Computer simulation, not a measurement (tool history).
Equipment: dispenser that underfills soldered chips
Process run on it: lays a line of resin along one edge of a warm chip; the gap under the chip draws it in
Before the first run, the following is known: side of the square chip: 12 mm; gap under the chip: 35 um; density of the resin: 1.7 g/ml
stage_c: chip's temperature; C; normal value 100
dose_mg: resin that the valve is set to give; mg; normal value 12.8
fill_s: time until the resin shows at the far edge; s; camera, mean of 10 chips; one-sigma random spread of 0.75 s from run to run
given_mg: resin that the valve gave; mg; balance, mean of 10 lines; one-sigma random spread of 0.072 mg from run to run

run	hour	stage_c	dose_mg	fill_s	given_mg
1	0	100	12.8	113	12.8
# hour 1.7: new syringe of resin
2	10.2	86	12.8	204.9	12.73
# hour 13: new syringe of resin
3	21.1	86	12.8	195.6	12.65
# hour 24.2: new syringe of resin
4	28.7	100	12.8	88.9	12.57
5	34.5	100	12.8	116.9	12.46
# hour 35.5: new syringe of resin
6	39.9	100	12.8	89.1	12.54
7	45.4	100	13	117.1	12.79
# hour 46.3: new syringe of resin
8	53.2	100	12.8	102.4	12.51
# hour 57.1: new syringe of resin
9	60.4	102	12.8	79.6	12.49
# hour 68.1: new syringe of resin
10	70.3	105	12.8	63	12.31
11	77	100	12.8	108.3	12.31
# hour 79.4: new syringe of resin
12	83.3	100	12.8	88.8	12.28
# hour 90.2: new syringe of resin
13	90.2	100	12.8	70.8	12.23
# hour 101: new syringe of resin
14	101.2	100	12.8	72.7	12.24
15	109.2	100	12.8	106.8	12.01
# hour 112.2: new syringe of resin
16	114.4	100	12	82.1	11.42
17	121.1	100	12	113.8	11.25
# hour 122.9: new syringe of resin
18	126.3	103	11	80.5	10.32
# hour 133.9: new syringe of resin
19	135.3	103	11	71.1	10.26
# hour 145: new syringe of resin
20	145	100	14.9	71.3	13.9
21	149.9	95	12.1	116.3	11.23
# hour 156.4: new syringe of resin
22	158.4	103	10.9	74.5	10.26
# hour 167.8: new syringe of resin
23	169.2	102	12.6	72.2	11.58
# hour 179.3: new syringe of resin
24	179.5	99	13.2	78.3	12.07
25	189.4	114	15.9	66.4	14.4
# hour 190.2: new syringe of resin
26	194.9	99	12.8	100.4	11.64
# hour 201.4: new syringe of resin
27	202	86	12.5	145	11.29
28	206.5	85	14.1	183.2	12.73
# hour 212.4: new syringe of resin
29	215.1	111	15.7	51.2	14.2
# hour 222: dispensing valve cleaned and set on the balance
# hour 224.6: new syringe of resin
30	224.7	107	15.7	53.3	15.7
31	233.4	107	15.7	81.3	15.77
# hour 235.4: new syringe of resin
32	242.8	107	13.9	76.7	13.73
# hour 246.7: new syringe of resin
33	248.8	110	12.4	54.8	12.43
34	256	110	12.4	77.6	12.24

Run by run, hidden condition taken away, random variation retained:
What the log doesn't record here: resin's viscosity, % of fresh resin's; dose that the valve gives, % of what is set; true chip temperature over the reading, C; drift of the gauge itself on fill_s, %; drift of the gauge itself on given_mg, %.
run	fill_s	given_mg
1	69.5	12.81
2	128.8	12.81
3	128.1	12.78
4	68.7	12.75
5	67.7	12.68
6	69.1	12.79
7	69.5	13.09
8	69.5	12.84
9	63.9	12.87
10	55.4	12.74
11	68.3	12.78
12	69.1	12.79
13	67.6	12.78
14	69	12.87
15	68.7	12.68
16	69.8	12.09
17	69.5	11.95
18	63.3	10.99
19	62.6	10.97
20	67.4	14.95
21	85.4	12.1
22	63.5	11.09
23	62.7	12.6
24	72.7	13.21
25	38.5	15.84
26	73.5	12.83
27	130	12.49
28	132.8	14.13
29	42.9	15.83
30	50.3	15.65
31	50.5	15.79
32	49.9	13.82
33	46.2	12.54
34	46.1	12.39
